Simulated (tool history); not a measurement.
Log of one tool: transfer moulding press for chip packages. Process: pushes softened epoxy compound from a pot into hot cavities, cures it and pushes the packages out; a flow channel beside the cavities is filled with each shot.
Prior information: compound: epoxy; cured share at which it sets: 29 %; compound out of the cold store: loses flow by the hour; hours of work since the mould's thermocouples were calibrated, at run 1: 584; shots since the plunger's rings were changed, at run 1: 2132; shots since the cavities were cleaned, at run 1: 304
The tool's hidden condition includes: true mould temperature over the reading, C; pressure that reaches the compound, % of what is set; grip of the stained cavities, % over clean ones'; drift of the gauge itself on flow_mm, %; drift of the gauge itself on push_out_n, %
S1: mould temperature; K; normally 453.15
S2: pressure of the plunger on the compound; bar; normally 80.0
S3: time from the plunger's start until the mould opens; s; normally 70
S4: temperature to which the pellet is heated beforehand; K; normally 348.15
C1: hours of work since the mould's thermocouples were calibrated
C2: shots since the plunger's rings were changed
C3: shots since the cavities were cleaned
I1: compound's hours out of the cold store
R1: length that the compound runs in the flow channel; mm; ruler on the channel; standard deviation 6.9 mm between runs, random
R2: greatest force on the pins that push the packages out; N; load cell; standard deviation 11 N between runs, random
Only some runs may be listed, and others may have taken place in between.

run    hour      S1    S2  S3      S4   C1    C2    C3    I1   R1    R2
  1     0.0  453.15  80.0  70  348.15  584  2132   304   9.4  778   487
       46.0  -- cavities cleaned with cleaning compound and waxed
  2    71.2  453.15  80.0  70  348.15  635  3339   436  46.6  658   444
      110.2  -- cavities cleaned with cleaning compound and waxed
  3   125.3  453.15  80.0  70  348.15  674  4249   262  27.0  715   475
      174.3  -- cavities cleaned with cleaning compound and waxed
  4   174.3  448.15  80.0  70  348.15  710  5071     0  26.6  729   689
      182.1  -- plunger's sealing rings changed
      206.3  -- mould's thermocouples calibrated
      247.4  -- cavities cleaned with cleaning compound and waxed
  5   267.7  453.15  83.2  70  348.15   44  1422   353  29.8  718   484
      315.2  -- cavities cleaned with cleaning compound and waxed
  6   325.1  453.15  83.2  70  348.15   86  2389   172  37.0  702   470
      378.4  -- cavities cleaned with cleaning compound and waxed
  7   414.8  453.15  83.2  70  348.15  151  3916   629  23.9  742   467
      446.6  -- cavities cleaned with cleaning compound and waxed
      486.8  -- plunger's sealing rings changed
  8   490.3  453.15  70.1  70  348.15  204    62   715  13.9  703   498
      514.2  -- cavities cleaned with cleaning compound and waxed
  9   560.8  453.15  70.1  70  348.15  256  1256   807  34.7  650   458
      577.8  -- cavities cleaned with cleaning compound and waxed
 10   637.5  453.15  70.1  70  348.15  311  2557  1033  27.9  667   477
      643.8  -- cavities cleaned with cleaning compound and waxed
 11   683.9  453.15  80.0  70  351.15  345  3334   694  31.4  697   466
      709.9  -- cavities cleaned with cleaning compound and waxed
      773.4  -- cavities cleaned with cleaning compound and waxed
 12   773.4  453.15  80.0  70  351.15  409  4832     0  27.2  709   455
      797.5  -- plunger's sealing rings changed
      838.9  -- cavities cleaned with cleaning compound and waxed
 13   869.4  453.15  80.0  70  351.15  477  1218   528  15.4  749   484
      906.3  -- cavities cleaned with cleaning compound and waxed
 14   945.0  459.15  82.1  75  348.15  532  2502   670  12.3  770   296
      976.3  -- cavities cleaned with cleaning compound and waxed
 15   992.8  453.15  80.0  54  354.15  566  3302   285  45.1  655   853
 16  1033.3  448.15  92.5  62  352.15  596  4004   987  32.5  763   873
     1040.9  -- cavities cleaned with cleaning compound and waxed
     1102.7  -- plunger's sealing rings changed
     1112.4  -- cavities cleaned with cleaning compound and waxed
 17  1120.9  448.15  92.5  62  352.15  657   289   148  15.4  832   890
     1180.5  -- cavities cleaned with cleaning compound and waxed
 18  1204.9  459.15  65.3  70  348.15  718  1717   422  10.1  689   344
     1223.8  -- mould's thermocouples calibrated
     1249.5  -- cavities cleaned with cleaning compound and waxed
 19  1252.3  459.15  65.3  70  348.15   20  2476    49  44.5  587   314
     1311.8  -- cavities cleaned with cleaning compound and waxed
 20  1317.3  459.15  65.3  70  348.15   67  3576    95  37.9  606   314
     1379.7  -- cavities cleaned with cleaning compound and waxed
 21  1401.7  459.15  65.3  70  348.15  129  5010   380  16.1  674   346
     1410.2  -- plunger's sealing rings changed
     1445.9  -- cavities cleaned with cleaning compound and waxed
 22  1482.3  448.15  80.0  56  348.15  185  1223   630  40.0  691  1052
     1510.5  -- cavities cleaned with cleaning compound and waxed
 23  1567.8  448.15  80.0  56  348.15  248  2677   993  32.8  721  1053
     1574.0  -- cavities cleaned with cleaning compound and waxed
 24  1628.9  448.15  80.0  56  348.15  292  3709   951  19.8  765  1107
     1637.5  -- cavities cleaned with cleaning compound and waxed
     1704.4  -- cavities cleaned with cleaning compound and waxed
     1714.2  -- plunger's sealing rings changed
 25  1718.2  448.15  80.0  56  348.15  354    69   196  12.2  781  1135
     1771.5  -- cavities cleaned with cleaning compound and waxed
 26  1813.7  461.15  80.0  56  348.15  424  1696   730  31.2  690   544

Here are 3 independent what-if runs from the current tool condition. What would each one return?
     1838.5  -- cavities cleaned with cleaning compound and waxed
  A  1857.1  457.15  98.3   56  345.15  455  2422  322  12.5   ?   ?
     1838.5  -- cavities cleaned with cleaning compound and waxed
  B  1857.1  453.15  74.7  109  357.15  455  2422  322  43.3   ?   ?
     1838.5  -- cavities cleaned with cleaning compound and waxed
  C  1857.1  461.15  78.3   94  342.15  455  2422  322  16.9   ?   ?

run   R1   R2
  A  835  749
  B  643  253
  C  728  256
The same runs, with their run-to-run variation unchanged, on a tool lacking any hidden condition would have given:
run   R1   R2
  A  835  747
  B  643  252
  C  728  255
